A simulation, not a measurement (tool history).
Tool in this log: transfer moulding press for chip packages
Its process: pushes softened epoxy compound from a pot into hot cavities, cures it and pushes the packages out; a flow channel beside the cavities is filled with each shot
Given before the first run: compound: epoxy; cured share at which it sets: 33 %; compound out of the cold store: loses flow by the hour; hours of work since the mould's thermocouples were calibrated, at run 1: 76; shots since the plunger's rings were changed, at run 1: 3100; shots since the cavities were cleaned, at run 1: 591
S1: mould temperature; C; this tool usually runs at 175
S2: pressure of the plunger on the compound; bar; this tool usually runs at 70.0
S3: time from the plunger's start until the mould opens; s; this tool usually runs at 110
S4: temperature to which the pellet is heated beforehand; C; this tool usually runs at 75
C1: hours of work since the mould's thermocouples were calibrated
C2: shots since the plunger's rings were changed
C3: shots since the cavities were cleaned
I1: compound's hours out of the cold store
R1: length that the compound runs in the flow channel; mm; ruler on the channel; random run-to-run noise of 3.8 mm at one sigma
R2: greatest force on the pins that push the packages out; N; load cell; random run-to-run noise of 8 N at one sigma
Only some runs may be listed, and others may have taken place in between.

{"run": 1, "hour": 0.0, "S1": 175, "S2": 70.0, "S3": 110, "S4": 75, "C1": 76, "C2": 3100, "C3": 591, "I1": 12.3, "R1": 771, "R2": 539}
{"run": 2, "hour": 6.8, "S1": 175, "S2": 70.0, "S3": 110, "S4": 75, "C1": 79, "C2": 3158, "C3": 649, "I1": 43.5, "R1": 668, "R2": 519}
{"run": 3, "hour": 11.7, "S1": 175, "S2": 70.0, "S3": 110, "S4": 75, "C1": 81, "C2": 3201, "C3": 692, "I1": 34.6, "R1": 691, "R2": 553}
{"run": 4, "hour": 18.4, "S1": 175, "S2": 70.0, "S3": 131, "S4": 75, "C1": 84, "C2": 3259, "C3": 750, "I1": 44.7, "R1": 661, "R2": 497}
{"hour": 23.7, "done": "cavities cleaned with cleaning compound and waxed"}
{"run": 5, "hour": 29.1, "S1": 175, "S2": 70.0, "S3": 110, "S4": 75, "C1": 89, "C2": 3337, "C3": 46, "I1": 12.2, "R1": 776, "R2": 709}
{"run": 6, "hour": 37.8, "S1": 181, "S2": 70.0, "S3": 110, "S4": 75, "C1": 93, "C2": 3412, "C3": 121, "I1": 39.6, "R1": 663, "R2": 604}
{"run": 7, "hour": 44.4, "S1": 179, "S2": 70.0, "S3": 110, "S4": 75, "C1": 96, "C2": 3469, "C3": 178, "I1": 17.1, "R1": 748, "R2": 613}
{"run": 8, "hour": 49.9, "S1": 179, "S2": 70.0, "S3": 110, "S4": 75, "C1": 99, "C2": 3516, "C3": 225, "I1": 14.4, "R1": 751, "R2": 645}
{"hour": 57.3, "done": "cavities cleaned with cleaning compound and waxed, once more"}
{"run": 9, "hour": 57.9, "S1": 180, "S2": 70.0, "S3": 110, "S4": 75, "C1": 102, "C2": 3572, "C3": 5, "I1": 30.6, "R1": 686, "R2": 323}
{"run": 10, "hour": 64.0, "S1": 175, "S2": 70.0, "S3": 110, "S4": 75, "C1": 105, "C2": 3625, "C3": 58, "I1": 43.8, "R1": 660, "R2": 361}
{"run": 11, "hour": 70.3, "S1": 175, "S2": 70.0, "S3": 92, "S4": 75, "C1": 108, "C2": 3679, "C3": 112, "I1": 20.5, "R1": 742, "R2": 501}
{"run": 12, "hour": 76.9, "S1": 175, "S2": 70.0, "S3": 92, "S4": 75, "C1": 111, "C2": 3735, "C3": 168, "I1": 19.3, "R1": 735, "R2": 516}
{"run": 13, "hour": 81.3, "S1": 175, "S2": 70.0, "S3": 92, "S4": 75, "C1": 113, "C2": 3773, "C3": 206, "I1": 45.2, "R1": 657, "R2": 523}
{"run": 14, "hour": 85.3, "S1": 175, "S2": 58.4, "S3": 110, "S4": 75, "C1": 115, "C2": 3808, "C3": 241, "I1": 29.8, "R1": 647, "R2": 449}
{"run": 15, "hour": 90.1, "S1": 175, "S2": 68.2, "S3": 116, "S4": 75, "C1": 117, "C2": 3849, "C3": 282, "I1": 27.3, "R1": 711, "R2": 418}
{"run": 16, "hour": 97.5, "S1": 169, "S2": 58.7, "S3": 110, "S4": 75, "C1": 120, "C2": 3912, "C3": 345, "I1": 16.8, "R1": 700, "R2": 653}
{"run": 17, "hour": 105.1, "S1": 171, "S2": 55.0, "S3": 91, "S4": 83, "C1": 124, "C2": 3978, "C3": 411, "I1": 40.9, "R1": 601, "R2": 763}
{"run": 18, "hour": 109.6, "S1": 171, "S2": 55.0, "S3": 91, "S4": 83, "C1": 126, "C2": 4017, "C3": 450, "I1": 36.0, "R1": 620, "R2": 823}
{"run": 19, "hour": 116.7, "S1": 171, "S2": 55.0, "S3": 91, "S4": 83, "C1": 129, "C2": 4078, "C3": 511, "I1": 27.6, "R1": 636, "R2": 844}
{"run": 20, "hour": 122.7, "S1": 171, "S2": 55.0, "S3": 91, "S4": 83, "C1": 132, "C2": 4129, "C3": 562, "I1": 46.1, "R1": 591, "R2": 842}
{"run": 21, "hour": 126.7, "S1": 175, "S2": 55.0, "S3": 121, "S4": 83, "C1": 134, "C2": 4164, "C3": 597, "I1": 14.1, "R1": 672, "R2": 498}
{"run": 22, "hour": 133.7, "S1": 173, "S2": 70.0, "S3": 110, "S4": 83, "C1": 137, "C2": 4223, "C3": 656, "I1": 25.4, "R1": 722, "R2": 569}
{"run": 23, "hour": 138.8, "S1": 168, "S2": 74.0, "S3": 110, "S4": 85, "C1": 140, "C2": 4267, "C3": 700, "I1": 31.8, "R1": 738, "R2": 785}
{"run": 24, "hour": 145.8, "S1": 168, "S2": 56.5, "S3": 90, "S4": 85, "C1": 143, "C2": 4328, "C3": 761, "I1": 21.8, "R1": 680, "R2": 1218}
{"hour": 149.8, "done": "cavities cleaned with cleaning compound and waxed"}
{"run": 25, "hour": 154.0, "S1": 168, "S2": 56.5, "S3": 90, "S4": 85, "C1": 146, "C2": 4385, "C3": 35, "I1": 30.4, "R1": 648, "R2": 786}
{"run": 26, "hour": 161.6, "S1": 168, "S2": 56.5, "S3": 90, "S4": 85, "C1": 150, "C2": 4450, "C3": 100, "I1": 28.8, "R1": 654, "R2": 848}
{"run": 27, "hour": 168.1, "S1": 176, "S2": 56.5, "S3": 142, "S4": 76, "C1": 153, "C2": 4506, "C3": 156, "I1": 33.7, "R1": 615, "R2": 361}
{"run": 28, "hour": 172.0, "S1": 174, "S2": 59.0, "S3": 142, "S4": 76, "C1": 155, "C2": 4540, "C3": 190, "I1": 40.3, "R1": 612, "R2": 376}

5 options for the next run, each taken on its own from the tool as it stands now. Forecast them:
{"run": "A", "hour": 177.4, "S1": 174, "S2": 85.6, "S3": 142, "S4": 78, "C1": 157, "C2": 4587, "C3": 237, "I1": 30.2, "R1": "?", "R2": "?"}
{"run": "B", "hour": 177.4, "S1": 180, "S2": 70.0, "S3": 110, "S4": 70, "C1": 157, "C2": 4587, "C3": 237, "I1": 30.3, "R1": "?", "R2": "?"}
{"run": "C", "hour": 177.4, "S1": 183, "S2": 70.0, "S3": 110, "S4": 75, "C1": 157, "C2": 4587, "C3": 237, "I1": 31.3, "R1": "?", "R2": "?"}
{"run": "D", "hour": 177.4, "S1": 177, "S2": 57.7, "S3": 110, "S4": 84, "C1": 157, "C2": 4587, "C3": 237, "I1": 39.8, "R1": "?", "R2": "?"}
{"run": "E", "hour": 177.4, "S1": 174, "S2": 57.1, "S3": 142, "S4": 76, "C1": 157, "C2": 4587, "C3": 237, "I1": 19.0, "R1": "?", "R2": "?"}

run=A R1=768 R2=412
run=B R1=678 R2=395
run=C R1=670 R2=377
run=D R1=596 R2=413
run=E R1=671 R2=392
What these runs would have given with no unlogged condition in the tool:
run=A R1=816 R2=320
run=B R1=720 R2=307
run=C R1=711 R2=291
run=D R1=633 R2=321
run=E R1=712 R2=305
